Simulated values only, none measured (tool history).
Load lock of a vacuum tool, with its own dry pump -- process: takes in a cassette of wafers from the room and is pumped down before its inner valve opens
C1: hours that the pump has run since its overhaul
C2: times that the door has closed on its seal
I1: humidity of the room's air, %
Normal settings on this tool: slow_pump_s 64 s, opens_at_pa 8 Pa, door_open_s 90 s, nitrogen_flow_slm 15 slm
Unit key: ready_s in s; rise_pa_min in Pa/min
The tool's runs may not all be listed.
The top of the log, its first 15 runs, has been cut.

run 16 hour=3683.4 | slow_pump_s=64 opens_at_pa=7 door_open_s=90 nitrogen_flow_slm=15 | C1=15035 C2=12001 | I1=44.4 | ready_s=102.1 rise_pa_min=0.079
run 17 hour=3837.7 | slow_pump_s=64 opens_at_pa=15 door_open_s=90 nitrogen_flow_slm=15 | C1=15189 C2=12243 | I1=45.7 | ready_s=98.9 rise_pa_min=0.087
run 18 hour=4168.6 | slow_pump_s=64 opens_at_pa=8 door_open_s=90 nitrogen_flow_slm=15 | C1=15520 C2=12761 | I1=43.6 | ready_s=101.4 rise_pa_min=0.089
run 19 hour=4362.9 | slow_pump_s=78 opens_at_pa=8 door_open_s=83 nitrogen_flow_slm=15 | C1=15714 C2=13065 | I1=44.6 | ready_s=113.7 rise_pa_min=0.084
run 20 hour=4552.4 | slow_pump_s=64 opens_at_pa=7 door_open_s=88 nitrogen_flow_slm=10 | C1=15904 C2=13362 | I1=45.2 | ready_s=102.7 rise_pa_min=0.09
run 21 hour=4776.7 | slow_pump_s=64 opens_at_pa=9 door_open_s=65 nitrogen_flow_slm=10 | C1=16128 C2=13713 | I1=44.5 | ready_s=102.1 rise_pa_min=0.094
run 22 hour=5025.1 | slow_pump_s=52 opens_at_pa=9 door_open_s=150 nitrogen_flow_slm=9 | C1=16377 C2=14102 | I1=49.1 | ready_s=92 rise_pa_min=0.116
run 23 hour=5178.8 | slow_pump_s=59 opens_at_pa=9 door_open_s=53 nitrogen_flow_slm=16 | C1=16530 C2=14342 | I1=47.3 | ready_s=98 rise_pa_min=0.095
run 24 hour=5453.1 | slow_pump_s=59 opens_at_pa=9 door_open_s=53 nitrogen_flow_slm=16 | C1=16805 C2=14771 | I1=44.6 | ready_s=97.7 rise_pa_min=0.09
run 25 hour=5650.5 | slow_pump_s=64 opens_at_pa=8 door_open_s=55 nitrogen_flow_slm=6 | C1=17002 C2=15080 | I1=45 | ready_s=103 rise_pa_min=0.102
run 26 hour=5930.3 | slow_pump_s=64 opens_at_pa=8 door_open_s=55 nitrogen_flow_slm=6 | C1=17282 C2=15518 | I1=44 | ready_s=102.4 rise_pa_min=0.11
run 27 hour=6265.4 | slow_pump_s=42 opens_at_pa=15 door_open_s=43 nitrogen_flow_slm=5 | C1=17617 C2=16043 | I1=48.9 | ready_s=81 rise_pa_min=0.109
run 28 hour=6451.6 | slow_pump_s=64 opens_at_pa=7 door_open_s=90 nitrogen_flow_slm=22 | C1=17803 C2=16334 | I1=46.2 | ready_s=104 rise_pa_min=0.103
run 29 hour=6670.3 | slow_pump_s=64 opens_at_pa=7 door_open_s=90 nitrogen_flow_slm=22 | C1=18022 C2=16677 | I1=43.6 | ready_s=102.7 rise_pa_min=0.105
run 30 hour=6990.1 | slow_pump_s=64 opens_at_pa=7 door_open_s=90 nitrogen_flow_slm=22 | C1=18342 C2=17177 | I1=44.1 | ready_s=104.6 rise_pa_min=0.114
run 31 hour=7141.5 | slow_pump_s=105 opens_at_pa=14 door_open_s=223 nitrogen_flow_slm=35 | C1=18493 C2=17414 | I1=45.5 | ready_s=133.3 rise_pa_min=0.121
run 32 hour=7475.5 | slow_pump_s=105 opens_at_pa=14 door_open_s=223 nitrogen_flow_slm=35 | C1=18827 C2=17937 | I1=42.6 | ready_s=134.7 rise_pa_min=0.126
run 33 hour=7753.3 | slow_pump_s=77 opens_at_pa=8 door_open_s=38 nitrogen_flow_slm=15 | C1=19105 C2=18372 | I1=46.7 | ready_s=113 rise_pa_min=0.122
run 34 hour=7994.6 | slow_pump_s=69 opens_at_pa=8 door_open_s=28 nitrogen_flow_slm=15 | C1=19346 C2=18749 | I1=43.3 | ready_s=108.4 rise_pa_min=0.118
run 35 hour=8137.8 | slow_pump_s=36 opens_at_pa=8 door_open_s=53 nitrogen_flow_slm=15 | C1=19489 C2=18973 | I1=44.7 | ready_s=81.4 rise_pa_min=0.12
run 36 hour=8348.7 | slow_pump_s=36 opens_at_pa=7 door_open_s=40 nitrogen_flow_slm=15 | C1=19700 C2=19304 | I1=44.6 | ready_s=81.6 rise_pa_min=0.126

5 ways to go on from here, each from the tool as it stands after run 36. What would each give?
run A hour=8694 | slow_pump_s=36 opens_at_pa=6 door_open_s=40 nitrogen_flow_slm=15 | C1=20045 C2=19844 | I1=38.6 | ready_s=? rise_pa_min=?
run B hour=8694 | slow_pump_s=36 opens_at_pa=6 door_open_s=39 nitrogen_flow_slm=15 | C1=20045 C2=19844 | I1=47.7 | ready_s=? rise_pa_min=?
run C hour=8694 | slow_pump_s=64 opens_at_pa=8 door_open_s=38 nitrogen_flow_slm=9 | C1=20045 C2=19844 | I1=44 | ready_s=? rise_pa_min=?
run D hour=8694 | slow_pump_s=100 opens_at_pa=8 door_open_s=139 nitrogen_flow_slm=15 | C1=20045 C2=19844 | I1=43.8 | ready_s=? rise_pa_min=?
run E hour=8694 | slow_pump_s=36 opens_at_pa=7 door_open_s=40 nitrogen_flow_slm=38 | C1=20045 C2=19844 | I1=42.9 | ready_s=? rise_pa_min=?

run=A ready_s=82.9 rise_pa_min=0.126
run=B ready_s=81.9 rise_pa_min=0.129
run=C ready_s=103.3 rise_pa_min=0.131
run=D ready_s=135.6 rise_pa_min=0.138
run=E ready_s=81.1 rise_pa_min=0.118
With the hidden condition removed and each run's random variation left untouched, the same runs would have given:
run=A ready_s=74.8 rise_pa_min=0.022
run=B ready_s=73.9 rise_pa_min=0.025
run=C ready_s=96.5 rise_pa_min=0.024
run=D ready_s=129.7 rise_pa_min=0.032
run=E ready_s=73.4 rise_pa_min=0.01
